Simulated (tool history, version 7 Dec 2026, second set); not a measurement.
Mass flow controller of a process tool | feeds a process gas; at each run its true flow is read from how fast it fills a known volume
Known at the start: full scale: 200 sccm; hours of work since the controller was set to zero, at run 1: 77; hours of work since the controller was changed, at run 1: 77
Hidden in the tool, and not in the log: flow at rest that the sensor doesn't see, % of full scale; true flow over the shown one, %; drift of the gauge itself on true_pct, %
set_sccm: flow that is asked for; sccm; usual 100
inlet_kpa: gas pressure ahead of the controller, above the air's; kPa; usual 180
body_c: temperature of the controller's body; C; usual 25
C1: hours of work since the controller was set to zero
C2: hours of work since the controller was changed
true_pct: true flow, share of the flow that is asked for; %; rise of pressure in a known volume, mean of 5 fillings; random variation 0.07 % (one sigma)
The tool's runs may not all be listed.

{"run": 1, "hour": 0.0, "set_sccm": 100, "inlet_kpa": 180, "body_c": 25, "C1": 77, "C2": 77, "true_pct": 99.4}
{"run": 2, "hour": 103.3, "set_sccm": 100, "inlet_kpa": 180, "body_c": 25, "C1": 117, "C2": 117, "true_pct": 99.35}
{"run": 3, "hour": 165.8, "set_sccm": 100, "inlet_kpa": 180, "body_c": 25, "C1": 142, "C2": 142, "true_pct": 99.33}
{"run": 4, "hour": 298.6, "set_sccm": 100, "inlet_kpa": 224, "body_c": 25, "C1": 193, "C2": 193, "true_pct": 99.41}
{"run": 5, "hour": 415.9, "set_sccm": 100, "inlet_kpa": 224, "body_c": 25, "C1": 238, "C2": 238, "true_pct": 99.34}
{"run": 6, "hour": 476.2, "set_sccm": 46, "inlet_kpa": 180, "body_c": 25, "C1": 262, "C2": 262, "true_pct": 98.62}
{"run": 7, "hour": 600.1, "set_sccm": 46, "inlet_kpa": 180, "body_c": 25, "C1": 309, "C2": 309, "true_pct": 98.52}
{"run": 8, "hour": 665.3, "set_sccm": 46, "inlet_kpa": 180, "body_c": 25, "C1": 335, "C2": 335, "true_pct": 98.51}
{"run": 9, "hour": 783.3, "set_sccm": 21, "inlet_kpa": 180, "body_c": 25, "C1": 380, "C2": 380, "true_pct": 97.79}
{"run": 10, "hour": 854.6, "set_sccm": 116, "inlet_kpa": 180, "body_c": 25, "C1": 408, "C2": 408, "true_pct": 99.24}
{"run": 11, "hour": 970.5, "set_sccm": 116, "inlet_kpa": 180, "body_c": 25, "C1": 453, "C2": 453, "true_pct": 99.16}
{"run": 12, "hour": 1068.5, "set_sccm": 116, "inlet_kpa": 180, "body_c": 25, "C1": 491, "C2": 491, "true_pct": 99.1}
{"run": 13, "hour": 1165.1, "set_sccm": 116, "inlet_kpa": 180, "body_c": 25, "C1": 528, "C2": 528, "true_pct": 99.17}
{"run": 14, "hour": 1268.4, "set_sccm": 116, "inlet_kpa": 180, "body_c": 25, "C1": 568, "C2": 568, "true_pct": 98.98}
{"run": 15, "hour": 1357.4, "set_sccm": 162, "inlet_kpa": 180, "body_c": 25, "C1": 602, "C2": 602, "true_pct": 99.6}
{"run": 16, "hour": 1444.1, "set_sccm": 162, "inlet_kpa": 180, "body_c": 25, "C1": 636, "C2": 636, "true_pct": 99.57}
{"run": 17, "hour": 1505.9, "set_sccm": 162, "inlet_kpa": 180, "body_c": 25, "C1": 660, "C2": 660, "true_pct": 99.43}
{"run": 18, "hour": 1612.6, "set_sccm": 162, "inlet_kpa": 180, "body_c": 25, "C1": 701, "C2": 701, "true_pct": 99.49}
{"run": 19, "hour": 1716.4, "set_sccm": 100, "inlet_kpa": 180, "body_c": 25, "C1": 741, "C2": 741, "true_pct": 98.88}
{"run": 20, "hour": 1817.3, "set_sccm": 25, "inlet_kpa": 180, "body_c": 25, "C1": 780, "C2": 780, "true_pct": 97.58}
{"run": 21, "hour": 1885.7, "set_sccm": 25, "inlet_kpa": 180, "body_c": 25, "C1": 807, "C2": 807, "true_pct": 97.61}
{"run": 22, "hour": 1967.3, "set_sccm": 25, "inlet_kpa": 180, "body_c": 21, "C1": 838, "C2": 838, "true_pct": 98.02}
{"run": 23, "hour": 2073.8, "set_sccm": 25, "inlet_kpa": 180, "body_c": 21, "C1": 879, "C2": 879, "true_pct": 97.95}
{"run": 24, "hour": 2197.4, "set_sccm": 25, "inlet_kpa": 180, "body_c": 21, "C1": 927, "C2": 927, "true_pct": 97.88}
{"run": 25, "hour": 2252.0, "set_sccm": 38, "inlet_kpa": 217, "body_c": 35, "C1": 948, "C2": 948, "true_pct": 96.67}
{"run": 26, "hour": 2337.1, "set_sccm": 135, "inlet_kpa": 167, "body_c": 35, "C1": 981, "C2": 981, "true_pct": 97.88}
{"run": 27, "hour": 2421.1, "set_sccm": 65, "inlet_kpa": 148, "body_c": 28, "C1": 1014, "C2": 1014, "true_pct": 97.81}
{"run": 28, "hour": 2501.3, "set_sccm": 65, "inlet_kpa": 148, "body_c": 28, "C1": 1045, "C2": 1045, "true_pct": 97.84}
{"run": 29, "hour": 2590.7, "set_sccm": 65, "inlet_kpa": 148, "body_c": 28, "C1": 1079, "C2": 1079, "true_pct": 97.79}
{"run": 30, "hour": 2707.6, "set_sccm": 65, "inlet_kpa": 151, "body_c": 28, "C1": 1124, "C2": 1124, "true_pct": 97.75}
{"run": 31, "hour": 2804.5, "set_sccm": 65, "inlet_kpa": 151, "body_c": 20, "C1": 1162, "C2": 1162, "true_pct": 98.75}
{"run": 32, "hour": 2924.1, "set_sccm": 111, "inlet_kpa": 242, "body_c": 20, "C1": 1208, "C2": 1208, "true_pct": 99.48}
{"run": 33, "hour": 3046.6, "set_sccm": 133, "inlet_kpa": 145, "body_c": 20, "C1": 1256, "C2": 1256, "true_pct": 99.45}
{"run": 34, "hour": 3130.9, "set_sccm": 100, "inlet_kpa": 151, "body_c": 25, "C1": 1288, "C2": 1288, "true_pct": 98.32}
{"run": 35, "hour": 3208.5, "set_sccm": 100, "inlet_kpa": 151, "body_c": 25, "C1": 1318, "C2": 1318, "true_pct": 98.42}
{"run": 36, "hour": 3313.8, "set_sccm": 100, "inlet_kpa": 218, "body_c": 25, "C1": 1359, "C2": 1359, "true_pct": 98.65}
{"run": 37, "hour": 3376.4, "set_sccm": 100, "inlet_kpa": 218, "body_c": 25, "C1": 1383, "C2": 1383, "true_pct": 98.63}
{"run": 38, "hour": 3454.7, "set_sccm": 22, "inlet_kpa": 180, "body_c": 25, "C1": 1413, "C2": 1413, "true_pct": 96.7}
{"run": 39, "hour": 3558.5, "set_sccm": 161, "inlet_kpa": 180, "body_c": 28, "C1": 1454, "C2": 1454, "true_pct": 98.75}
{"run": 40, "hour": 3686.9, "set_sccm": 161, "inlet_kpa": 180, "body_c": 28, "C1": 1503, "C2": 1503, "true_pct": 98.75}
{"run": 41, "hour": 3750.0, "set_sccm": 77, "inlet_kpa": 272, "body_c": 28, "C1": 1528, "C2": 1528, "true_pct": 97.99}
{"run": 42, "hour": 3856.3, "set_sccm": 77, "inlet_kpa": 272, "body_c": 28, "C1": 1569, "C2": 1569, "true_pct": 97.82}
{"run": 43, "hour": 3921.8, "set_sccm": 77, "inlet_kpa": 272, "body_c": 28, "C1": 1594, "C2": 1594, "true_pct": 97.86}
{"run": 44, "hour": 4016.0, "set_sccm": 77, "inlet_kpa": 272, "body_c": 28, "C1": 1630, "C2": 1630, "true_pct": 98.07}
{"run": 45, "hour": 4099.8, "set_sccm": 77, "inlet_kpa": 272, "body_c": 28, "C1": 1663, "C2": 1663, "true_pct": 97.85}
{"run": 46, "hour": 4212.0, "set_sccm": 127, "inlet_kpa": 224, "body_c": 27, "C1": 1706, "C2": 1706, "true_pct": 98.41}
{"run": 47, "hour": 4303.8, "set_sccm": 127, "inlet_kpa": 224, "body_c": 27, "C1": 1742, "C2": 1742, "true_pct": 98.43}

5 ways to go on from here, each from the tool as it stands after run 47. What would each give?
{"run": "A", "hour": 4407.2, "set_sccm": 35, "inlet_kpa": 224, "body_c": 40, "C1": 1782, "C2": 1782, "true_pct": "?"}
{"run": "B", "hour": 4407.2, "set_sccm": 77, "inlet_kpa": 224, "body_c": 27, "C1": 1782, "C2": 1782, "true_pct": "?"}
{"run": "C", "hour": 4407.2, "set_sccm": 127, "inlet_kpa": 180, "body_c": 27, "C1": 1782, "C2": 1782, "true_pct": "?"}
{"run": "D", "hour": 4407.2, "set_sccm": 47, "inlet_kpa": 180, "body_c": 26, "C1": 1782, "C2": 1782, "true_pct": "?"}
{"run": "E", "hour": 4407.2, "set_sccm": 22, "inlet_kpa": 224, "body_c": 27, "C1": 1782, "C2": 1782, "true_pct": "?"}

run=A true_pct=95.38
run=B true_pct=97.84
run=C true_pct=98.27
run=D true_pct=97.33
run=E true_pct=96.03
Without the tool's hidden state the same runs would have given:
run=A true_pct=96.85
run=B true_pct=98.76
run=C true_pct=99
run=D true_pct=98.54
run=E true_pct=98.11
